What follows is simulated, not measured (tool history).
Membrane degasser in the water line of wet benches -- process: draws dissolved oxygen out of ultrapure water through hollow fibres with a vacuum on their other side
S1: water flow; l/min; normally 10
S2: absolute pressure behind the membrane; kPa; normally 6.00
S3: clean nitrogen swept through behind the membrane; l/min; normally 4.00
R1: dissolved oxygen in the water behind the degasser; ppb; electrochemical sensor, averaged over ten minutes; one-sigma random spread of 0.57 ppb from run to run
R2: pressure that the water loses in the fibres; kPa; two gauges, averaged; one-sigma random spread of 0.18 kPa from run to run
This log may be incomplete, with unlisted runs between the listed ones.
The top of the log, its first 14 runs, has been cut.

run	day	S1	S2	S3	R1	R2
# day 126.592: seals of the vacuum lines changed
15	133.650	10	5.28	2.42	53.0	34.73
16	143.742	10	5.28	2.42	52.2	34.96
17	153.596	10	3.77	8.25	32.3	34.72
18	165.125	11	5.09	4.25	50.0	38.67
19	171.658	11	5.09	4.25	49.7	38.11
20	180.338	12	8.90	5.04	78.4	41.82
21	186.588	6	8.90	10.57	17.9	20.95
22	195.083	11	7.05	4.00	63.7	38.31
23	207.275	11	7.05	4.00	64.2	38.27
24	218.008	11	7.05	4.00	63.7	38.56
25	231.050	9	4.80	4.00	34.2	31.34

Forecast run 26:
26	242.692	9	4.80	4.00	?	?

{"run 26": {"R1": 34.4, "R2": 31.6}}
On a tool with no hidden condition, and with the same random variation, this run would have come out at R1 34.2 ppb, R2 30.98 kPa.
